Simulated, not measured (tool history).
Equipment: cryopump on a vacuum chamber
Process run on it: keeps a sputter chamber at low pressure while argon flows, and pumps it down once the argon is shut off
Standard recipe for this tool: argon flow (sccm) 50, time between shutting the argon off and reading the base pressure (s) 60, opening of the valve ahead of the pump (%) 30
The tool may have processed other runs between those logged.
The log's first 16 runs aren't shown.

| run | hour | argon flow (sccm) | time between shutting the argon off and reading the base pressure (s) | opening of the valve ahead of the pump (%) | hours of work since the pump was warmed up and emptied | hours of work since the cold head was overhauled | hours of work since the chamber's fittings were tightened | pressure while argon flows (Pa) | pressure after the wait (uPa) |
|---|---|---|---|---|---|---|---|---|---|
| 17 | 737.3 | 93 | 60 | 30 | 542 | 1480 | 283 | 0.2709 | 1 |
| 18 | 779.6 | 93 | 60 | 30 | 569 | 1507 | 310 | 0.2675 | 1.05 |
| 19 | 813.4 | 50 | 60 | 20 | 591 | 1528 | 331 | 0.2151 | 1.02 |
| 20 | 849.3 | 50 | 25 | 41 | 614 | 1551 | 354 | 0.1072 | 2.01 |
| 21 | 913.8 | 50 | 25 | 41 | 655 | 1592 | 395 | 0.1086 | 2.1 |
| 22 | 963.1 | 81 | 60 | 21 | 686 | 1624 | 427 | 0.3319 | 1.06 |
| 23 | 1006.6 | 32 | 50 | 25 | 714 | 1651 | 455 | 0.1113 | 1.2 |
| 24 | 1068.2 | 32 | 50 | 25 | 753 | 1691 | 494 | 0.1121 | 1.23 |
| 25 | 1121.7 | 32 | 50 | 25 | 787 | 1725 | 528 | 0.1124 | 1.22 |
| 26 | 1166.8 | 50 | 213 | 21 | 816 | 1754 | 557 | 0.2066 | 0.51 |
| 27 | 1208.7 | 50 | 213 | 21 | 843 | 1780 | 584 | 0.2082 | 0.51 |
| 28 | 1252.7 | 26 | 60 | 44 | 871 | 1808 | 612 | 0.0546 | 1.09 |
| 29 | 1309.4 | 64 | 31 | 30 | 907 | 1845 | 648 | 0.1891 | 1.77 |
|  | 1342.7 | pump warmed up, emptied and cooled again |
| 30 | 1372.6 | 49 | 33 | 45 | 19 | 1882 | 685 | 0.0911 | 1.66 |
| 31 | 1413.9 | 50 | 60 | 32 | 45 | 1908 | 711 | 0.1324 | 1.05 |
| 32 | 1469.4 | 50 | 60 | 32 | 81 | 1944 | 747 | 0.1324 | 1.04 |
| 33 | 1540.2 | 50 | 60 | 32 | 126 | 1989 | 792 | 0.1337 | 1.09 |
| 34 | 1585 | 48 | 29 | 18 | 155 | 2017 | 820 | 0.2254 | 1.86 |

Here are 3 independent what-if runs from the current tool condition. What would each one return?
| A | 1644.6 | 28 | 78 | 35 | 193 | 2055 | 858 | ? | ? |
| B | 1644.6 | 75 | 29 | 17 | 193 | 2055 | 858 | ? | ? |
| C | 1644.6 | 57 | 111 | 18 | 193 | 2055 | 858 | ? | ? |

| run | pressure while argon flows (Pa) | pressure after the wait (uPa) |
|---|---|---|
| A | 0.0691 | 0.91 |
| B | 0.3724 | 1.92 |
| C | 0.2692 | 0.73 |
Stripped of hidden state, with their random variation kept, the same runs would have yielded:
| run | pressure while argon flows (Pa) | pressure after the wait (uPa) |
|---|---|---|
| A | 0.0676 | 0.76 |
| B | 0.3683 | 1.77 |
| C | 0.266 | 0.58 |
